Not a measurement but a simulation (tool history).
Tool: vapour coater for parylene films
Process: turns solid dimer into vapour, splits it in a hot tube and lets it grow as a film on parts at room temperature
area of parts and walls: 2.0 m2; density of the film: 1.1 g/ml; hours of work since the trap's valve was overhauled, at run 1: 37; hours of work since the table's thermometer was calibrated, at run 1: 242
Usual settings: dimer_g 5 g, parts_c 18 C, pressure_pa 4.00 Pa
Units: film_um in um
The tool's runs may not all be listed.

run   hour  dimer_g  parts_c  pressure_pa  hours of work since the trap's valve was overhauled  hours of work since the table's thermometer was calibrated  film_um
  1    0.0        5       18         4.00                                                   37                                                         242    1.130
  2   20.0        5       18         4.00                                                   46                                                         251    1.125
  3   36.2        5       18         6.47                                                   53                                                         258    1.008
  4   48.4        6       18         4.00                                                   59                                                         263    1.354
  5   72.2        6       18         4.00                                                   69                                                         274    1.353
  6   90.5        6       18         4.00                                                   77                                                         282    1.353
  7  109.5        5       18         4.00                                                   86                                                         290    1.125
  8  128.1        5       18         4.00                                                   94                                                         298    1.119
  9  142.8        5       18         4.00                                                  100                                                         305    1.122
 10  167.3        5       11         4.00                                                  111                                                         315    1.448
 11  185.6        5       11         4.00                                                  119                                                         324    1.447
 12  199.4        5       11         4.00                                                  125                                                         330    1.449
 13  220.5        5       11         2.36                                                  135                                                         339    1.650
 14  232.6        5       11         2.36                                                  140                                                         344    1.641
 15  252.0        5       11         2.36                                                  148                                                         353    1.631
 16  265.8        5       11         2.36                                                  154                                                         359    1.632
 17  282.6        5       11         2.36                                                  162                                                         366    1.636
 18  293.3        5       19         4.00                                                  167                                                         371    1.058
 19  314.2        5       19         4.00                                                  176                                                         380    1.062
 20  325.1        5       19         4.00                                                  181                                                         385    1.063
 21  349.7        5       19         4.00                                                  191                                                         396    1.057
 22  374.9        5       19         4.00                                                  203                                                         407    1.051
 23  398.9        5       19         4.00                                                  213                                                         417    1.050
 24  421.5        5       19         4.00                                                  223                                                         427    1.057
 25  446.8        5       30         7.17                                                  234                                                         439    0.598
 26  468.4        5       30         7.17                                                  244                                                         448    0.604
 27  484.4        5       22         4.81                                                  251                                                         455    0.891
 28  502.0        5       22         4.81                                                  259                                                         463    0.893
 29  517.9        5       22         4.81                                                  266                                                         470    0.889
 30  537.3        5       25         5.15                                                  274                                                         479    0.793
 31  561.5        6       11         5.15                                                  285                                                         489    1.594
 32  583.3        7       12         3.44                                                  294                                                         499    1.951
 33  602.4        4       18         4.00                                                  303                                                         507    0.856
 34  614.6        4       18         4.00                                                  308                                                         513    0.862
 35  632.0        6       23         3.50                                                  316                                                         520    1.099
 36  652.8        6       11         6.12                                                  325                                                         529    1.515
 37  669.1        6       11         6.12                                                  332                                                         537    1.498
 38  681.8        6       26         6.12                                                  338                                                         542    0.859
 39  705.4        5       14         2.65                                                  348                                                         553    1.359
 40  721.8        8       26         3.35                                                  355                                                         560    1.315
 41  741.7        5       11         3.83                                                  364                                                         569    1.391
     751.2  -- trap's valve overhauled
 42  759.6        5       29         2.21                                                    4                                                         575    0.862
 43  782.1        4       17         4.00                                                   14                                                         585    0.941
 44  807.2        2       26         4.00                                                   25                                                         596    0.336
 45  827.5        2       26         4.00                                                   34                                                         605    0.329
 46  841.7        4       15         3.15                                                   40                                                         611    1.070
 47  853.6        4       15         3.15                                                   45                                                         616    1.071

3 ways to go on from here, each from the tool as it stands after run 47. What would each give?
  A  867.5        4       25         9.94                                                   51                                                         622        ?
  B  867.5        5       18         2.47                                                   51                                                         622        ?
  C  867.5        2       14        10.00                                                   51                                                         622        ?

run  film_um
  A    0.550
  B    1.265
  C    0.426
Without the tool's hidden state the same runs would have given:
run  film_um
  A    0.562
  B    1.293
  C    0.435

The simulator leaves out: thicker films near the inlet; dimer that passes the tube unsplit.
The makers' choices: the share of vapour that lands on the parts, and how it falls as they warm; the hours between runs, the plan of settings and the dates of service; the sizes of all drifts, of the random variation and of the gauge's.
